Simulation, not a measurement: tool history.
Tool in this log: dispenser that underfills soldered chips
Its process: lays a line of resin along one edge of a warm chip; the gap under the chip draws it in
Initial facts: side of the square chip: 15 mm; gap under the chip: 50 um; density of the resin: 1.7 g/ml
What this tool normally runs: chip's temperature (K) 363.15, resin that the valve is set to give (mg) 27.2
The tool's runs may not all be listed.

run	hour	chip's temperature (K)	resin that the valve is set to give (mg)	time until the resin shows at the far edge (s)	resin that the valve gave (mg)
1	0.0	363.15	27.2	146.2	26.85
2	7.8	363.15	27.2	114.0	26.78
3	16.9	363.15	27.2	183.7	26.90
4	27.3	348.15	27.2	271.8	26.79
5	40.0	348.15	27.2	267.2	26.60
6	46.9	348.15	27.2	195.6	26.60
7	58.8	348.15	27.2	178.4	26.48
8	67.5	348.15	27.2	290.6	26.28
9	79.3	348.15	27.2	262.4	26.21
10	89.6	362.15	27.2	128.2	27.02
11	97.9	362.15	24.4	201.1	24.22
12	107.5	352.15	27.2	232.9	27.19
13	118.2	352.15	27.2	202.2	26.83
14	125.0	352.15	27.2	147.9	26.76
15	138.8	364.15	27.2	103.1	26.63
16	148.4	364.15	27.2	172.5	26.70
17	157.5	364.15	27.2	141.4	26.65
18	171.4	354.15	23.7	228.0	22.96
19	182.6	360.15	29.4	156.4	28.54
20	191.4	361.15	26.2	112.1	26.11
21	204.5	363.15	27.2	103.5	27.13
22	218.0	363.15	27.2	102.0	26.72
23	231.6	354.15	31.7	150.0	31.05
24	244.1	354.15	31.7	143.8	31.04
25	254.9	350.15	23.5	322.0	22.78
26	265.9	367.15	31.4	143.2	30.40
27	272.6	363.15	28.5	118.2	27.68
28	279.3	350.15	30.4	255.8	29.57
29	288.7	350.15	30.4	214.9	29.35
30	299.0	350.15	30.4	165.9	30.41
31	311.3	376.15	31.5	66.8	31.54
32	319.6	369.15	27.6	134.2	27.41
33	327.2	369.15	27.6	102.2	27.26
34	334.8	367.15	28.3	157.5	27.86

Removed from this log: 28 entries logged between the listed runs. Between which two listed runs does each belong, and how does the tool's hidden state at the listed run before it compare with that at the listed run after it?
In the gap between runs 1 and 2: new syringe of resin (hour 6.1)
  resin's viscosity, % of fresh resin's: 140 -> 110.2; dose that the valve gives, % of what is set: 99.06 -> 98.78; true chip temperature over the reading, C: 0.58 -> 0.6
  measured value less the no-hidden-state value, time until the resin shows at the far edge (s): +39.9 -> +8.7; resin that the valve gave (mg): -0.26 -> -0.34
In the gap between runs 3 and 4: new syringe of resin (hour 19.0)
  resin's viscosity, % of fresh resin's: 179.1 -> 155.1; dose that the valve gives, % of what is set: 98.44 -> 98.06; true chip temperature over the reading, C: 0.63 -> 0.65
  measured value less the no-hidden-state value, time until the resin shows at the far edge (s): +79.3 -> +93.1; resin that the valve gave (mg): -0.42 -> -0.53
In the gap between runs 4 and 5: new syringe of resin (hour 31.8)
  resin's viscosity, % of fresh resin's: 155.1 -> 152.6; dose that the valve gives, % of what is set: 98.06 -> 97.58; true chip temperature over the reading, C: 0.65 -> 0.69
  measured value less the no-hidden-state value, time until the resin shows at the far edge (s): +93.1 -> +88.6; resin that the valve gave (mg): -0.53 -> -0.66
In the gap between runs 5 and 6: new syringe of resin (hour 45.0)
  resin's viscosity, % of fresh resin's: 152.6 -> 110.8; dose that the valve gives, % of what is set: 97.58 -> 97.33; true chip temperature over the reading, C: 0.69 -> 0.71
  measured value less the no-hidden-state value, time until the resin shows at the far edge (s): +88.6 -> +15.4; resin that the valve gave (mg): -0.66 -> -0.73
In the gap between runs 6 and 7: new syringe of resin (hour 58.0)
  resin's viscosity, % of fresh resin's: 110.8 -> 102.4; dose that the valve gives, % of what is set: 97.33 -> 96.97; true chip temperature over the reading, C: 0.71 -> 0.74
  measured value less the no-hidden-state value, time until the resin shows at the far edge (s): +15.4 -> +0.5; resin that the valve gave (mg): -0.73 -> -0.83
In the gap between runs 8 and 9: new syringe of resin (hour 71.6)
  resin's viscosity, % of fresh resin's: 163.1 -> 149.9; dose that the valve gives, % of what is set: 96.66 -> 96.24; true chip temperature over the reading, C: 0.76 -> 0.79
  measured value less the no-hidden-state value, time until the resin shows at the far edge (s): +108.3 -> +83.5; resin that the valve gave (mg): -0.91 -> -1.02
In the gap between runs 9 and 10: new syringe of resin (hour 84.8); dispensing valve cleaned and set on the balance (hour 86.7)
  resin's viscosity, % of fresh resin's: 149.9 -> 121.8; dose that the valve gives, % of what is set: 96.24 -> 99.84; true chip temperature over the reading, C: 0.79 -> 0.81
  measured value less the no-hidden-state value, time until the resin shows at the far edge (s): +83.5 -> +20.0; resin that the valve gave (mg): -1.02 -> -0.04
In the gap between runs 11 and 12: new syringe of resin (hour 99.2)
  resin's viscosity, % of fresh resin's: 189.8 -> 155.7; dose that the valve gives, % of what is set: 99.54 -> 99.2; true chip temperature over the reading, C: 0.83 -> 0.86
  measured value less the no-hidden-state value, time until the resin shows at the far edge (s): +92.3 -> +79.0; resin that the valve gave (mg): -0.11 -> -0.22
In the gap between runs 12 and 13: new syringe of resin (hour 112.2)
  resin's viscosity, % of fresh resin's: 155.7 -> 136.4; dose that the valve gives, % of what is set: 99.2 -> 98.85; true chip temperature over the reading, C: 0.86 -> 0.89
  measured value less the no-hidden-state value, time until the resin shows at the far edge (s): +79.0 -> +49.6; resin that the valve gave (mg): -0.22 -> -0.31
In the gap between runs 13 and 14: new syringe of resin (hour 124.9)
  resin's viscosity, % of fresh resin's: 136.4 -> 100.7; dose that the valve gives, % of what is set: 98.85 -> 98.58; true chip temperature over the reading, C: 0.89 -> 0.91
  measured value less the no-hidden-state value, time until the resin shows at the far edge (s): +49.6 -> -3.4; resin that the valve gave (mg): -0.31 -> -0.39
In the gap between runs 14 and 15: new syringe of resin (hour 137.7)
  resin's viscosity, % of fresh resin's: 100.7 -> 105.6; dose that the valve gives, % of what is set: 98.58 -> 98.11; true chip temperature over the reading, C: 0.91 -> 0.94
  measured value less the no-hidden-state value, time until the resin shows at the far edge (s): -3.4 -> +2.8; resin that the valve gave (mg): -0.39 -> -0.51
In the gap between runs 16 and 17: new syringe of resin (hour 150.7)
  resin's viscosity, % of fresh resin's: 176 -> 144.5; dose that the valve gives, % of what is set: 97.78 -> 97.44; true chip temperature over the reading, C: 0.97 -> 0.99
  measured value less the no-hidden-state value, time until the resin shows at the far edge (s): +71.7 -> +40.8; resin that the valve gave (mg): -0.61 -> -0.70
In the gap between runs 17 and 18: new syringe of resin (hour 163.4)
  resin's viscosity, % of fresh resin's: 144.5 -> 155.3; dose that the valve gives, % of what is set: 97.44 -> 96.91; true chip temperature over the reading, C: 0.99 -> 1.03
  measured value less the no-hidden-state value, time until the resin shows at the far edge (s): +40.8 -> +77.5; resin that the valve gave (mg): -0.70 -> -0.73
In the gap between runs 18 and 19: new syringe of resin (hour 176.4)
  resin's viscosity, % of fresh resin's: 155.3 -> 140; dose that the valve gives, % of what is set: 96.91 -> 96.51; true chip temperature over the reading, C: 1.03 -> 1.05
  measured value less the no-hidden-state value, time until the resin shows at the far edge (s): +77.5 -> +41.2; resin that the valve gave (mg): -0.73 -> -1.03
In the gap between runs 19 and 20: dispensing valve cleaned and set on the balance (hour 189.5); new syringe of resin (hour 190.8)
  resin's viscosity, % of fresh resin's: 140 -> 103.1; dose that the valve gives, % of what is set: 96.51 -> 99.67; true chip temperature over the reading, C: 1.05 -> 1.07
  measured value less the no-hidden-state value, time until the resin shows at the far edge (s): +41.2 -> -0.7; resin that the valve gave (mg): -1.03 -> -0.09
In the gap between runs 20 and 21: new syringe of resin (hour 204.1)
  resin's viscosity, % of fresh resin's: 103.1 -> 102.7; dose that the valve gives, % of what is set: 99.67 -> 99.21; true chip temperature over the reading, C: 1.07 -> 1.11
  measured value less the no-hidden-state value, time until the resin shows at the far edge (s): -0.7 -> -0.9; resin that the valve gave (mg): -0.09 -> -0.21
In the gap between runs 21 and 22: new syringe of resin (hour 217.6)
  resin's viscosity, % of fresh resin's: 102.7 -> 100.9; dose that the valve gives, % of what is set: 99.21 -> 98.75; true chip temperature over the reading, C: 1.11 -> 1.14
  measured value less the no-hidden-state value, time until the resin shows at the far edge (s): -0.9 -> -2.9; resin that the valve gave (mg): -0.21 -> -0.34
In the gap between runs 22 and 23: new syringe of resin (hour 230.3)
  resin's viscosity, % of fresh resin's: 100.9 -> 109.4; dose that the valve gives, % of what is set: 98.75 -> 98.28; true chip temperature over the reading, C: 1.14 -> 1.18
  measured value less the no-hidden-state value, time until the resin shows at the far edge (s): -2.9 -> +7.2; resin that the valve gave (mg): -0.34 -> -0.54
In the gap between runs 23 and 24: new syringe of resin (hour 243.2)
  resin's viscosity, % of fresh resin's: 109.4 -> 107.4; dose that the valve gives, % of what is set: 98.28 -> 97.85; true chip temperature over the reading, C: 1.18 -> 1.21
  measured value less the no-hidden-state value, time until the resin shows at the far edge (s): +7.2 -> +4.3; resin that the valve gave (mg): -0.54 -> -0.69
In the gap between runs 25 and 26: new syringe of resin (hour 256.4)
  resin's viscosity, % of fresh resin's: 191.3 -> 165.8; dose that the valve gives, % of what is set: 97.47 -> 97.1; true chip temperature over the reading, C: 1.24 -> 1.27
  measured value less the no-hidden-state value, time until the resin shows at the far edge (s): +147.3 -> +53.6; resin that the valve gave (mg): -0.59 -> -0.91
In the gap between runs 26 and 27: new syringe of resin (hour 269.5)
  resin's viscosity, % of fresh resin's: 165.8 -> 116.4; dose that the valve gives, % of what is set: 97.1 -> 96.88; true chip temperature over the reading, C: 1.27 -> 1.28
  measured value less the no-hidden-state value, time until the resin shows at the far edge (s): +53.6 -> +12.7; resin that the valve gave (mg): -0.91 -> -0.89
In the gap between runs 28 and 29: new syringe of resin (hour 283.2)
  resin's viscosity, % of fresh resin's: 166.2 -> 135.5; dose that the valve gives, % of what is set: 96.66 -> 96.33; true chip temperature over the reading, C: 1.3 -> 1.33
  measured value less the no-hidden-state value, time until the resin shows at the far edge (s): +94.9 -> +49.3; resin that the valve gave (mg): -1.02 -> -1.12
In the gap between runs 29 and 30: dispensing valve cleaned and set on the balance (hour 292.8); new syringe of resin (hour 297.3)
  resin's viscosity, % of fresh resin's: 135.5 -> 108.3; dose that the valve gives, % of what is set: 96.33 -> 100.14; true chip temperature over the reading, C: 1.33 -> 1.35
  measured value less the no-hidden-state value, time until the resin shows at the far edge (s): +49.3 -> +4.9; resin that the valve gave (mg): -1.12 -> +0.04
In the gap between runs 30 and 31: new syringe of resin (hour 310.2)
  resin's viscosity, % of fresh resin's: 108.3 -> 106.2; dose that the valve gives, % of what is set: 100.14 -> 99.71; true chip temperature over the reading, C: 1.35 -> 1.38
  measured value less the no-hidden-state value, time until the resin shows at the far edge (s): +4.9 -> +1.1; resin that the valve gave (mg): +0.04 -> -0.09
In the gap between runs 32 and 33: new syringe of resin (hour 323.2)
  resin's viscosity, % of fresh resin's: 165.8 -> 123.4; dose that the valve gives, % of what is set: 99.44 -> 99.19; true chip temperature over the reading, C: 1.4 -> 1.42
  measured value less the no-hidden-state value, time until the resin shows at the far edge (s): +49.5 -> +15.5; resin that the valve gave (mg): -0.16 -> -0.22
